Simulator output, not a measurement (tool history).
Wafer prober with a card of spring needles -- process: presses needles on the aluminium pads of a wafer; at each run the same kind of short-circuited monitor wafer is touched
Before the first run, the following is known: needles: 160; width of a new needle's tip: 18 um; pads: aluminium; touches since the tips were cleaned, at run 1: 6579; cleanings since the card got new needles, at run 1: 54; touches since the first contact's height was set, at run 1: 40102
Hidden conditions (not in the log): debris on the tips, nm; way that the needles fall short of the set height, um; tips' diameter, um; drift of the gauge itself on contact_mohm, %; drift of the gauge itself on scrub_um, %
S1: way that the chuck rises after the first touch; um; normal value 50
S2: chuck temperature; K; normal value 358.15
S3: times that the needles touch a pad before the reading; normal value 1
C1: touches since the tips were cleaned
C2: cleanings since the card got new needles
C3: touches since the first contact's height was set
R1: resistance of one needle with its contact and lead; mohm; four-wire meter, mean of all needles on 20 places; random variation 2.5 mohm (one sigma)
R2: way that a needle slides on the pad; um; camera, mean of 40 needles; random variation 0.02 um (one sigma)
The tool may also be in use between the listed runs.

run,day,S1,S2,S3,C1,C2,C3,R1,R2
1,0.000,50,358.15,1,6579,54,40102,734,6.58
# day 0.179: tips cleaned on abrasive film
# day 1.333: tips cleaned on abrasive film
2,1.417,67,358.15,1,512,56,48919,349,8.78
# day 2.500: tips cleaned on abrasive film
3,3.183,50,315.15,1,4288,57,59993,655,6.51
# day 3.583: tips cleaned on abrasive film
4,3.962,50,315.15,1,2382,58,64839,553,6.50
# day 4.692: tips cleaned on abrasive film
5,5.104,50,315.15,1,2608,59,71982,581,6.55
# day 5.825: tips cleaned on abrasive film
6,6.342,67,358.15,1,3238,60,79706,479,8.72
# day 6.979: tips cleaned on abrasive film
7,7.621,67,358.15,2,4009,61,87696,407,8.70
# day 8.133: tips cleaned on abrasive film
8,9.200,50,358.15,2,6687,62,97569,554,6.47
# day 9.346: tips cleaned on abrasive film
9,10.133,50,353.15,1,4941,63,103402,687,6.46
# day 10.317: height of the first contact set anew
# day 10.446: tips cleaned on abrasive film
10,11.142,50,353.15,1,4371,64,5148,687,6.43
# day 11.558: tips cleaned on abrasive film
# day 12.633: tips cleaned on abrasive film
11,12.825,50,358.15,1,1204,66,15664,459,6.40
# day 13.742: tips cleaned on abrasive film
12,14.408,50,358.15,1,4170,67,25552,677,6.39
# day 14.900: tips cleaned on abrasive film
# day 15.521: height of the first contact set anew, once more
13,15.650,50,358.15,1,4617,68,812,665,6.59
# day 16.079: tips cleaned on abrasive film
14,17.021,50,358.15,1,5887,69,9373,712,6.59
# day 17.167: tips cleaned on abrasive film
15,18.125,50,358.15,1,6016,70,16273,722,6.54
# day 18.262: tips cleaned on abrasive film
# day 19.383: tips cleaned on abrasive film
16,19.450,50,358.15,1,421,72,24533,384,6.53
# day 20.550: tips cleaned on abrasive film
17,21.225,50,358.15,1,4226,73,35636,669,6.54
# day 21.683: tips cleaned on abrasive film
18,22.029,36,331.15,3,2176,74,40658,472,4.73
# day 22.783: tips cleaned on abrasive film
19,23.392,50,314.15,2,3816,75,49171,508,6.52
# day 23.962: tips cleaned on abrasive film
20,24.538,50,314.15,2,3605,76,56326,505,6.53
# day 25.125: tips cleaned on abrasive film
21,25.821,51,386.15,3,4367,77,64338,437,6.65
# day 26.208: tips cleaned on abrasive film
# day 27.312: tips cleaned on abrasive film
22,27.312,39,302.15,2,0,79,73631,308,4.98
# day 28.421: tips cleaned on abrasive film
23,28.638,39,338.15,2,1361,80,81912,508,5.04

Estimate the outcome of run 24 from the log above:
# day 29.508: tips cleaned on abrasive film
24,30.067,52,320.15,1,3507,81,90866,?,?

Run 24 produced R1 659 mohm, R2 6.73 um.
Had the tool carried no hidden state, the very same run would have given R1 274 mohm, R2 6.84 um.

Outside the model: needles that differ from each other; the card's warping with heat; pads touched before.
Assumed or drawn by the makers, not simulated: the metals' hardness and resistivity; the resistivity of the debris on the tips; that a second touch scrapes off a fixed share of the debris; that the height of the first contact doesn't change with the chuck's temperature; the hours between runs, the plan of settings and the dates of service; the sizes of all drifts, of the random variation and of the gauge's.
